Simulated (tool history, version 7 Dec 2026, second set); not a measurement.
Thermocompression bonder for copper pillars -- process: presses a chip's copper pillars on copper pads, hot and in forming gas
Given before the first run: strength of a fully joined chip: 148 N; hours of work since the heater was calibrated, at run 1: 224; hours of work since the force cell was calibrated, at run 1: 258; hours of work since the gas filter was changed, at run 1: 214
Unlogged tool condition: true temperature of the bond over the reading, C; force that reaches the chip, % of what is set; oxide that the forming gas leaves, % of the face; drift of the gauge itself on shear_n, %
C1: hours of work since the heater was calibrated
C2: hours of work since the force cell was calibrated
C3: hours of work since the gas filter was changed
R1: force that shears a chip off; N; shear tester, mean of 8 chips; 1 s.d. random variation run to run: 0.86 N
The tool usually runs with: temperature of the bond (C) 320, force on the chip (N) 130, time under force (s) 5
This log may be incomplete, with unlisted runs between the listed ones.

{"run": 1, "hour": 0.0, "temperature of the bond (C)": 320, "force on the chip (N)": 130, "time under force (s)": 5, "C1": 224, "C2": 258, "C3": 214, "R1": 99.5}
{"run": 2, "hour": 11.5, "temperature of the bond (C)": 320, "force on the chip (N)": 130, "time under force (s)": 5, "C1": 229, "C2": 263, "C3": 219, "R1": 98.9}
{"run": 3, "hour": 24.4, "temperature of the bond (C)": 320, "force on the chip (N)": 130, "time under force (s)": 5, "C1": 235, "C2": 269, "C3": 224, "R1": 99.7}
{"run": 4, "hour": 34.9, "temperature of the bond (C)": 320, "force on the chip (N)": 130, "time under force (s)": 5, "C1": 239, "C2": 273, "C3": 229, "R1": 99.3}
{"run": 5, "hour": 46.8, "temperature of the bond (C)": 344, "force on the chip (N)": 130, "time under force (s)": 5, "C1": 244, "C2": 278, "C3": 234, "R1": 112}
{"run": 6, "hour": 60.4, "temperature of the bond (C)": 344, "force on the chip (N)": 105, "time under force (s)": 5, "C1": 250, "C2": 284, "C3": 240, "R1": 104.5}
{"run": 7, "hour": 68.3, "temperature of the bond (C)": 311, "force on the chip (N)": 130, "time under force (s)": 5, "C1": 253, "C2": 287, "C3": 243, "R1": 94.2}
{"run": 8, "hour": 76.9, "temperature of the bond (C)": 320, "force on the chip (N)": 130, "time under force (s)": 5, "C1": 257, "C2": 291, "C3": 247, "R1": 99}
{"run": 9, "hour": 91.2, "temperature of the bond (C)": 320, "force on the chip (N)": 130, "time under force (s)": 5, "C1": 263, "C2": 297, "C3": 253, "R1": 98}
{"run": 10, "hour": 104.7, "temperature of the bond (C)": 320, "force on the chip (N)": 130, "time under force (s)": 5, "C1": 269, "C2": 303, "C3": 258, "R1": 98.3}
{"run": 11, "hour": 113.9, "temperature of the bond (C)": 320, "force on the chip (N)": 130, "time under force (s)": 5, "C1": 273, "C2": 307, "C3": 262, "R1": 99.4}
{"run": 12, "hour": 121.4, "temperature of the bond (C)": 320, "force on the chip (N)": 130, "time under force (s)": 7, "C1": 276, "C2": 310, "C3": 265, "R1": 109.2}
{"run": 13, "hour": 137.6, "temperature of the bond (C)": 333, "force on the chip (N)": 112, "time under force (s)": 5, "C1": 283, "C2": 317, "C3": 272, "R1": 99.5}
{"run": 14, "hour": 149.4, "temperature of the bond (C)": 333, "force on the chip (N)": 112, "time under force (s)": 6, "C1": 288, "C2": 322, "C3": 277, "R1": 104.7}
{"run": 15, "hour": 158.3, "temperature of the bond (C)": 333, "force on the chip (N)": 112, "time under force (s)": 6, "C1": 291, "C2": 325, "C3": 281, "R1": 105.3}
{"run": 16, "hour": 174.7, "temperature of the bond (C)": 310, "force on the chip (N)": 95, "time under force (s)": 5, "C1": 298, "C2": 332, "C3": 288, "R1": 79.7}
{"run": 17, "hour": 184.7, "temperature of the bond (C)": 302, "force on the chip (N)": 158, "time under force (s)": 8, "C1": 303, "C2": 337, "C3": 292, "R1": 107.2}

The next listed run, before its measurement:
{"run": 18, "hour": 202.1, "temperature of the bond (C)": 332, "force on the chip (N)": 130, "time under force (s)": 5, "C1": 310, "C2": 344, "C3": 300, "R1": "?"}

{"run 18": {"R1": 105.2}}
With the hidden condition absent and the run-to-run variation left alone, this run would have shown R1 112.8 N.
